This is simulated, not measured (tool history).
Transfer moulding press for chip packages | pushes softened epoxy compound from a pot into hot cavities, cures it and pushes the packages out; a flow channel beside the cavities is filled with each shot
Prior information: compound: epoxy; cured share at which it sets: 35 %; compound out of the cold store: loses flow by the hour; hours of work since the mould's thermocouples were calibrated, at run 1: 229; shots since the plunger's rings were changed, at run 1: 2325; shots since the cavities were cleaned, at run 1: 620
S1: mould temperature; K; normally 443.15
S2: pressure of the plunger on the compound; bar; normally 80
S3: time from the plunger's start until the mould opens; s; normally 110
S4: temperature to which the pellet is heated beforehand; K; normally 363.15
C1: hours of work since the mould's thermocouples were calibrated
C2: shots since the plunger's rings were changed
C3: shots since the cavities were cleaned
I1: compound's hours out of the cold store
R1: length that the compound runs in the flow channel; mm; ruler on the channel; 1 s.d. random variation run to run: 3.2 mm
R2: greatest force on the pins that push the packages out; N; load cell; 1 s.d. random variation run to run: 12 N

{"run": 1, "hour": 0.0, "S1": 443.15, "S2": 80, "S3": 110, "S4": 363.15, "C1": 229, "C2": 2325, "C3": 620, "I1": 45.3, "R1": 555, "R2": 802}
{"run": 2, "hour": 5.9, "S1": 443.15, "S2": 80, "S3": 110, "S4": 363.15, "C1": 233, "C2": 2394, "C3": 689, "I1": 44.8, "R1": 553, "R2": 821}
{"run": 3, "hour": 16.0, "S1": 443.15, "S2": 80, "S3": 110, "S4": 363.15, "C1": 240, "C2": 2511, "C3": 806, "I1": 44.1, "R1": 556, "R2": 835}
{"run": 4, "hour": 23.8, "S1": 443.15, "S2": 80, "S3": 110, "S4": 363.15, "C1": 246, "C2": 2602, "C3": 897, "I1": 19, "R1": 607, "R2": 868}
{"hour": 32.9, "done": "cavities cleaned with cleaning compound and waxed"}
{"run": 5, "hour": 38.7, "S1": 443.15, "S2": 80, "S3": 110, "S4": 363.15, "C1": 256, "C2": 2757, "C3": 67, "I1": 39.8, "R1": 565, "R2": 583}
{"run": 6, "hour": 47.9, "S1": 443.15, "S2": 80, "S3": 110, "S4": 363.15, "C1": 262, "C2": 2864, "C3": 174, "I1": 20.2, "R1": 599, "R2": 701}
{"run": 7, "hour": 53.6, "S1": 443.15, "S2": 80, "S3": 91, "S4": 363.15, "C1": 266, "C2": 2930, "C3": 240, "I1": 35.6, "R1": 567, "R2": 1013}
{"run": 8, "hour": 64.9, "S1": 446.15, "S2": 80, "S3": 91, "S4": 363.15, "C1": 274, "C2": 3061, "C3": 371, "I1": 35.2, "R1": 557, "R2": 900}
{"run": 9, "hour": 74.9, "S1": 443.15, "S2": 80, "S3": 110, "S4": 373.15, "C1": 281, "C2": 3177, "C3": 487, "I1": 47.1, "R1": 541, "R2": 750}
{"hour": 85.2, "done": "plunger's sealing rings changed"}
{"run": 10, "hour": 87.0, "S1": 443.15, "S2": 80, "S3": 110, "S4": 373.15, "C1": 288, "C2": 21, "C3": 599, "I1": 28.6, "R1": 612, "R2": 794}
{"run": 11, "hour": 96.8, "S1": 443.15, "S2": 80, "S3": 110, "S4": 360.15, "C1": 295, "C2": 135, "C3": 713, "I1": 12.1, "R1": 651, "R2": 821}
{"run": 12, "hour": 108.2, "S1": 449.15, "S2": 80, "S3": 110, "S4": 360.15, "C1": 303, "C2": 267, "C3": 845, "I1": 29, "R1": 598, "R2": 716}
{"hour": 122.3, "done": "cavities cleaned with cleaning compound and waxed"}
{"run": 13, "hour": 122.9, "S1": 449.15, "S2": 80, "S3": 110, "S4": 360.15, "C1": 313, "C2": 420, "C3": 7, "I1": 47.5, "R1": 551, "R2": 437}
{"run": 14, "hour": 132.2, "S1": 449.15, "S2": 80, "S3": 110, "S4": 360.15, "C1": 320, "C2": 528, "C3": 115, "I1": 40.9, "R1": 562, "R2": 507}
{"run": 15, "hour": 140.4, "S1": 448.15, "S2": 80, "S3": 94, "S4": 372.15, "C1": 325, "C2": 623, "C3": 210, "I1": 22.1, "R1": 610, "R2": 653}
{"run": 16, "hour": 147.6, "S1": 440.15, "S2": 74.2, "S3": 110, "S4": 363.15, "C1": 331, "C2": 707, "C3": 294, "I1": 13.5, "R1": 626, "R2": 909}
{"run": 17, "hour": 153.9, "S1": 443.15, "S2": 80, "S3": 105, "S4": 363.15, "C1": 335, "C2": 780, "C3": 367, "I1": 22.4, "R1": 622, "R2": 833}
{"run": 18, "hour": 163.9, "S1": 443.15, "S2": 94.6, "S3": 148, "S4": 363.15, "C1": 342, "C2": 896, "C3": 483, "I1": 28.2, "R1": 655, "R2": 628}
{"run": 19, "hour": 173.9, "S1": 446.15, "S2": 94.6, "S3": 148, "S4": 363.15, "C1": 349, "C2": 1012, "C3": 599, "I1": 44.1, "R1": 606, "R2": 611}

For run 20, what comes out?
{"run": 20, "hour": 179.5, "S1": 436.15, "S2": 74.2, "S3": 127, "S4": 370.15, "C1": 353, "C2": 1077, "C3": 664, "I1": 16.5, "R1": "?", "R2": "?"}

{"run 20": {"R1": 626, "R2": 949}}
On a tool with no hidden condition, and with the same random variation, this run would have come out at R1 639 mm, R2 624 N.

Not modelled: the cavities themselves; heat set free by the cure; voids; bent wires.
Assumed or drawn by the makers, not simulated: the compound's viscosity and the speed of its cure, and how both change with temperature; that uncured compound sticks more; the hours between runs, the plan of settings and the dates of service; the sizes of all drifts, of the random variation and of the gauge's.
